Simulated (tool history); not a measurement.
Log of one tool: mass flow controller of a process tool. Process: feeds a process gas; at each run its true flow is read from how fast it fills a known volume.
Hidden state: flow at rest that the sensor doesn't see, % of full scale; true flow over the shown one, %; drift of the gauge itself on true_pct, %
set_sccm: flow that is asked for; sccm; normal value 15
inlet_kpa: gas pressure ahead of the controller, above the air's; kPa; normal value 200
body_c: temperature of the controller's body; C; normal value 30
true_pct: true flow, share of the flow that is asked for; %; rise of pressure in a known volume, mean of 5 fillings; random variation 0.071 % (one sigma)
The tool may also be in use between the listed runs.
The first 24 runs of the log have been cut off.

run,hour,set_sccm,inlet_kpa,body_c,hours of work since the controller was set to zero,hours of work since the controller was changed,true_pct
25,4334.7,15,205,32,531,5352,104.35
26,4547.9,15,141,36,611,5432,105.03
27,4691.8,15,141,36,666,5487,105.13
28,4818.2,15,141,36,713,5535,105.31
29,4949.9,15,162,25,763,5584,104.23
30,5180.8,15,162,25,851,5672,104.34
31,5331.9,15,162,25,908,5729,104.61
32,5454.4,15,238,30,954,5775,104.67
# hour 5663.1: controller exchanged for a calibrated one
33,5694.4,18,148,27,12,12,99.55
34,5865.2,15,200,27,76,76,99.27
35,6071.3,15,200,27,154,154,99.43
36,6295.6,15,200,27,239,239,99.66
37,6454.1,15,226,30,299,299,99.78

Run 38, settings as shown, results not yet in. Your forecast:
38,6661,40,164,20,377,377,?

Logged for run 38: true_pct 99.85 %.
If the tool had no hidden condition, the same run with the same run-to-run variation would have returned true_pct 99.61 %.
